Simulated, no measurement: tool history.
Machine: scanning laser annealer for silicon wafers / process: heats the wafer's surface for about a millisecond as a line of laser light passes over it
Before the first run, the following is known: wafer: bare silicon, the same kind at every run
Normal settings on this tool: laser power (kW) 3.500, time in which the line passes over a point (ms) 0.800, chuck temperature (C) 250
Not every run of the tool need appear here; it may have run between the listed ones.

| run | day | laser power (kW) | time in which the line passes over a point (ms) | chuck temperature (C) | highest temperature of the surface (C) |
|---|---|---|---|---|---|
| 1 | 0.000 | 3.500 | 0.800 | 250 | 1057 |
| 2 | 0.542 | 3.500 | 0.800 | 250 | 1057 |
| 3 | 1.317 | 3.500 | 0.800 | 250 | 1052 |
| 4 | 2.108 | 3.500 | 0.800 | 250 | 1051 |
| 5 | 2.921 | 3.500 | 0.800 | 250 | 1053 |
| 6 | 3.429 | 3.500 | 0.604 | 250 | 956 |
| 7 | 4.158 | 3.500 | 0.604 | 250 | 957 |
| 8 | 5.121 | 3.500 | 0.800 | 223 | 1029 |
| 9 | 5.850 | 3.500 | 0.800 | 223 | 1026 |
| 10 | 6.279 | 3.500 | 0.800 | 223 | 1022 |
| 11 | 7.033 | 3.500 | 0.800 | 223 | 1021 |
|  | 7.212 | laser's power meter calibrated |
| 12 | 7.588 | 3.500 | 0.800 | 250 | 1052 |
| 13 | 8.183 | 3.815 | 0.800 | 250 | 1130 |
|  | 8.700 | laser's power meter calibrated, once more |
| 14 | 9.104 | 3.276 | 0.731 | 250 | 964 |
| 15 | 10.054 | 3.276 | 0.731 | 250 | 962 |
| 16 | 10.854 | 3.276 | 0.731 | 250 | 967 |
| 17 | 11.738 | 3.579 | 0.731 | 250 | 1031 |
| 18 | 12.638 | 3.330 | 0.823 | 242 | 1006 |
| 19 | 13.517 | 3.731 | 0.800 | 216 | 1070 |
| 20 | 14.475 | 3.500 | 0.758 | 218 | 997 |
| 21 | 14.967 | 3.149 | 0.738 | 275 | 961 |
| 22 | 15.421 | 3.127 | 0.982 | 269 | 1041 |
| 23 | 16.058 | 3.127 | 0.982 | 269 | 1043 |
| 24 | 17.025 | 3.445 | 0.982 | 269 | 1127 |

What will run 25 give?
|  | 17.183 | window over the wafer cleaned |
| 25 | 17.767 | 3.240 | 0.884 | 266 | ? |

For run 25 the tool returned highest temperature of the surface (C) 1051.
Take away the tool's hidden state, keep the run-to-run variation as it was, and the same run would have given highest temperature of the surface (C) 1057.
